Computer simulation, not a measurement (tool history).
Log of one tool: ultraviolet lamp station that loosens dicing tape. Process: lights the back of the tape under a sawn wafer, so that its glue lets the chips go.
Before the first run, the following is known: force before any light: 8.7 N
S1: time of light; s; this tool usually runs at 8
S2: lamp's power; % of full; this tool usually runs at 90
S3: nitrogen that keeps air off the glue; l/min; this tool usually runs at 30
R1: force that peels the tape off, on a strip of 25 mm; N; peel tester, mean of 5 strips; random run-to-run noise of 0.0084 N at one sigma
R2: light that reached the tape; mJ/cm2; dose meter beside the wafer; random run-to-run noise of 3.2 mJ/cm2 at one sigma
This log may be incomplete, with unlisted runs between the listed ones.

run   hour  S1  S2  S3     R1   R2
  1    0.0   8  90  30  0.473  454
  2   35.9   8  90  30  0.489  445
  3   77.4   8  90  30  0.379  487
  4  100.4   8  70  30  0.739  376
  5  119.3   8  70  30  0.745  374
  6  159.4   8  71  30  0.738  376
  7  187.5   8  71  30  0.772  374
  8  206.1   8  71  30  0.739  371
  9  228.6   8  90  30  0.441  464
 10  261.2   8  70  30  0.800  356
 11  288.1   8  90  30  0.453  457
 12  327.4   8  90  30  0.465  456
 13  348.3   8  90  30  0.481  447
 14  377.9   8  90  30  0.492  451
 15  415.0   8  90  30  0.495  442
 16  458.2   8  90  54  0.309  431
 17  496.2   8  90  54  0.307  433
 18  514.5   8  90  54  0.335  431
 19  536.7   8  90  33  0.498  424
 20  575.6  10  64  31  0.727  372
 21  603.8   8  94  26  0.594  436
 22  623.7   8  83  13  1.459  382
 23  657.6  12  83  13  0.610  570
 24  680.4   5  82  23  2.242  233
 25  699.0   5  82  23  1.954  254
 26  732.2   5  82  23  2.039  249
 27  760.7  13  72  35  0.212  562
 28  785.8  13  72  35  0.218  561
 29  827.4  13  72  35  0.242  560

Put back what was entered between runs (2 entries, withheld): which listed runs does each sit between, and how does the hidden state differ from the listed run before to the listed run after?
After run 2, before run 3: window cleaned of glue's vapour (hour 42.4)
  lamp's light, % of a new lamp's: 96.6 -> 96; light that the window lets through, % of a clean one's: 90.3 -> 99.2
  the result without the hidden state subtracted from the measured one, R1: +0.148 -> +0.047 N; R2: -64 -> -24 mJ/cm2
After run 24, before run 25: window cleaned of glue's vapour (hour 689.3)
  lamp's light, % of a new lamp's: 87.5 -> 87.2; light that the window lets through, % of a clean one's: 91.2 -> 99.5
  the result without the hidden state subtracted from the measured one, R1: +0.657 -> +0.394 N; R2: -59 -> -39 mJ/cm2

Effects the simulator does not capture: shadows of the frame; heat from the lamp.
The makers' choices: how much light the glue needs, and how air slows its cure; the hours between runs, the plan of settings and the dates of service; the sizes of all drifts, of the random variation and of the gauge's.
